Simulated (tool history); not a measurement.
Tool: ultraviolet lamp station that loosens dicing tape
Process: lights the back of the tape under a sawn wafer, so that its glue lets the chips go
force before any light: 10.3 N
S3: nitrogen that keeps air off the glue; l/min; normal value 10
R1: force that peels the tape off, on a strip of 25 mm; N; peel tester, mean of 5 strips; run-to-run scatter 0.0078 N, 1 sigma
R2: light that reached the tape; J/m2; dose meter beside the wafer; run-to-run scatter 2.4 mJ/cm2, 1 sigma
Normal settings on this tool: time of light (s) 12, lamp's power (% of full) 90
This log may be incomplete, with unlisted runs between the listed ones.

run 1 hour=0 | time_of_light_(s)=12 lamp's_power_(%_of_full)=90 S3=10 | R1=0.441 R2=2200
run 2 hour=27.3 | time_of_light_(s)=12 lamp's_power_(%_of_full)=90 S3=10 | R1=0.446 R2=2150
run 3 hour=55.8 | time_of_light_(s)=12 lamp's_power_(%_of_full)=90 S3=10 | R1=0.439 R2=2130
run 4 hour=88.2 | time_of_light_(s)=8 lamp's_power_(%_of_full)=90 S3=10 | R1=1.053 R2=1370
run 5 hour=106.5 | time_of_light_(s)=12 lamp's_power_(%_of_full)=90 S3=10 | R1=0.466 R2=2120
run 6 hour=132.8 | time_of_light_(s)=12 lamp's_power_(%_of_full)=90 S3=10 | R1=0.469 R2=2120
run 7 hour=171.4 | time_of_light_(s)=12 lamp's_power_(%_of_full)=90 S3=10 | R1=0.473 R2=2080
run 8 hour=199.7 | time_of_light_(s)=12 lamp's_power_(%_of_full)=90 S3=10 | R1=0.488 R2=2080
run 9 hour=226 | time_of_light_(s)=12 lamp's_power_(%_of_full)=90 S3=10 | R1=0.493 R2=2080
run 10 hour=254.5 | time_of_light_(s)=12 lamp's_power_(%_of_full)=90 S3=10 | R1=0.477 R2=2030
run 11 hour=289.1 | time_of_light_(s)=12 lamp's_power_(%_of_full)=90 S3=10 | R1=0.492 R2=2020
run 12 hour=319.6 | time_of_light_(s)=12 lamp's_power_(%_of_full)=90 S3=10 | R1=0.512 R2=1990
run 13 hour=358.9 | time_of_light_(s)=12 lamp's_power_(%_of_full)=90 S3=7 | R1=0.719 R2=1980
run 14 hour=381.8 | time_of_light_(s)=12 lamp's_power_(%_of_full)=84 S3=10 | R1=0.621 R2=1840
run 15 hour=425.1 | time_of_light_(s)=8 lamp's_power_(%_of_full)=84 S3=10 | R1=1.431 R2=1230
run 16 hour=461.2 | time_of_light_(s)=7 lamp's_power_(%_of_full)=90 S3=10 | R1=1.641 R2=1130
run 17 hour=480.5 | time_of_light_(s)=7 lamp's_power_(%_of_full)=90 S3=10 | R1=1.643 R2=1130
-- hour=483.5 window cleaned of glue's vapour
run 18 hour=503.9 | time_of_light_(s)=7 lamp's_power_(%_of_full)=76 S3=10 | R1=1.934 R2=1040
run 19 hour=527 | time_of_light_(s)=12 lamp's_power_(%_of_full)=90 S3=10 | R1=0.524 R2=2070
run 20 hour=551.3 | time_of_light_(s)=12 lamp's_power_(%_of_full)=90 S3=10 | R1=0.511 R2=1990
run 21 hour=594 | time_of_light_(s)=12 lamp's_power_(%_of_full)=90 S3=10 | R1=0.53 R2=2000
run 22 hour=636 | time_of_light_(s)=12 lamp's_power_(%_of_full)=90 S3=10 | R1=0.548 R2=1940
run 23 hour=666.4 | time_of_light_(s)=12 lamp's_power_(%_of_full)=90 S3=10 | R1=0.522 R2=1990
run 24 hour=707.3 | time_of_light_(s)=7 lamp's_power_(%_of_full)=61 S3=13 | R1=2.505 R2=780
run 25 hour=736.7 | time_of_light_(s)=9 lamp's_power_(%_of_full)=82 S3=3 | R1=2.818 R2=1300
run 26 hour=769.7 | time_of_light_(s)=24 lamp's_power_(%_of_full)=72 S3=8 | R1=0.284 R2=3030
run 27 hour=787.5 | time_of_light_(s)=7 lamp's_power_(%_of_full)=68 S3=18 | R1=1.835 R2=810
run 28 hour=825.7 | time_of_light_(s)=19 lamp's_power_(%_of_full)=90 S3=5 | R1=0.411 R2=2960
run 29 hour=863.2 | time_of_light_(s)=13 lamp's_power_(%_of_full)=90 S3=10 | R1=0.498 R2=2020
run 30 hour=886.1 | time_of_light_(s)=13 lamp's_power_(%_of_full)=90 S3=10 | R1=0.512 R2=2000
run 31 hour=926.9 | time_of_light_(s)=9 lamp's_power_(%_of_full)=88 S3=10 | R1=1.188 R2=1320
run 32 hour=966.4 | time_of_light_(s)=12 lamp's_power_(%_of_full)=63 S3=5 | R1=2.139 R2=1280
run 33 hour=989 | time_of_light_(s)=12 lamp's_power_(%_of_full)=90 S3=8 | R1=0.808 R2=1820
run 34 hour=1013.2 | time_of_light_(s)=12 lamp's_power_(%_of_full)=90 S3=8 | R1=0.8 R2=1810
run 35 hour=1043.4 | time_of_light_(s)=12 lamp's_power_(%_of_full)=90 S3=8 | R1=0.818 R2=1740
run 36 hour=1065.9 | time_of_light_(s)=12 lamp's_power_(%_of_full)=90 S3=8 | R1=0.834 R2=1770
run 37 hour=1090.9 | time_of_light_(s)=7 lamp's_power_(%_of_full)=62 S3=9 | R1=3.37 R2=720
run 38 hour=1120.3 | time_of_light_(s)=8 lamp's_power_(%_of_full)=95 S3=7 | R1=1.707 R2=1230
run 39 hour=1155.9 | time_of_light_(s)=12 lamp's_power_(%_of_full)=93 S3=10 | R1=0.634 R2=1790
run 40 hour=1196.6 | time_of_light_(s)=9 lamp's_power_(%_of_full)=93 S3=4 | R1=2.355 R2=1310
run 41 hour=1228.5 | time_of_light_(s)=9 lamp's_power_(%_of_full)=93 S3=4 | R1=2.336 R2=1320
run 42 hour=1269.4 | time_of_light_(s)=8 lamp's_power_(%_of_full)=74 S3=10 | R1=2.175 R2=920
run 43 hour=1301.5 | time_of_light_(s)=8 lamp's_power_(%_of_full)=74 S3=10 | R1=2.28 R2=910

Consider 4 possible next runs. They are alternatives, not a sequence: every one starts from the tool as it was left by run 43. What does each give?
run A hour=1336.9 | time_of_light_(s)=7 lamp's_power_(%_of_full)=78 S3=12 | R1=? R2=?
run B hour=1336.9 | time_of_light_(s)=12 lamp's_power_(%_of_full)=90 S3=11 | R1=? R2=?
run C hour=1336.9 | time_of_light_(s)=9 lamp's_power_(%_of_full)=76 S3=4 | R1=? R2=?
run D hour=1336.9 | time_of_light_(s)=7 lamp's_power_(%_of_full)=80 S3=9 | R1=? R2=?

run=A R1=2.348 R2=810
run=B R1=0.701 R2=1630
run=C R1=3.135 R2=1040
run=D R1=2.628 R2=860
Stripped of hidden state, with their random variation kept, the same runs would have yielded:
run=A R1=1 R2=1340
run=B R1=0.277 R2=2680
run=C R1=1.55 R2=1710
run=D R1=1.18 R2=1410

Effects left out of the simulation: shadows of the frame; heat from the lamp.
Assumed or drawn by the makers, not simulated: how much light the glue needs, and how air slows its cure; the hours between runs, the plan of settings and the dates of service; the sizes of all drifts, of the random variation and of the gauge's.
